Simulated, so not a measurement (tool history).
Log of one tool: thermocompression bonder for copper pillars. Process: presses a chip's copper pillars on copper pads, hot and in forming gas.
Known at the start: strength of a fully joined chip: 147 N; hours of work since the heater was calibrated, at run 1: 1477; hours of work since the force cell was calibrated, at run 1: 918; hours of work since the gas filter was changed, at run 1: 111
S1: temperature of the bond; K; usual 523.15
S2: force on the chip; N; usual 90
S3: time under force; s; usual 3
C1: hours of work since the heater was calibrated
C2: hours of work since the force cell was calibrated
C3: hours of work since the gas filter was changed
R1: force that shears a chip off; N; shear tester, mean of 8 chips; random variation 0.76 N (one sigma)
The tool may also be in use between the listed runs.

run,day,S1,S2,S3,C1,C2,C3,R1
1,0,523.15,90,3,1477,918,111,94.2
2,2.588,523.15,90,3,1519,960,153,94
3,3.792,525.15,90,3,1539,980,173,94.9
4,5.629,525.15,90,3,1569,1010,203,94.8
5,6.775,525.15,90,7,1588,1029,222,116.6
6,8.358,525.15,90,7,1614,1055,248,117.4
7,10.454,551.15,90,2,1648,1089,282,111.8
8,12.654,505.15,110,4,1685,1125,318,89.1
# day 13.454: force cell calibrated
9,14.796,505.15,110,4,1719,22,352,89.1
10,16.433,505.15,110,4,1745,49,379,88.4
# day 16.858: heater calibrated with a thermocouple chip
11,18.067,505.15,110,4,20,74,405,87.4

Forecast each of these 3 alternatives for the next run:
A,20.412,517.15,90,3,58,113,443,?
B,20.412,505.15,110,8,58,113,443,?
C,20.412,535.15,90,5,58,113,443,?

run,R1
A,86.4
B,106.8
C,118.5
Without the tool's hidden state the same runs would have given:
run,R1
A,86.5
B,106.8
C,118.6
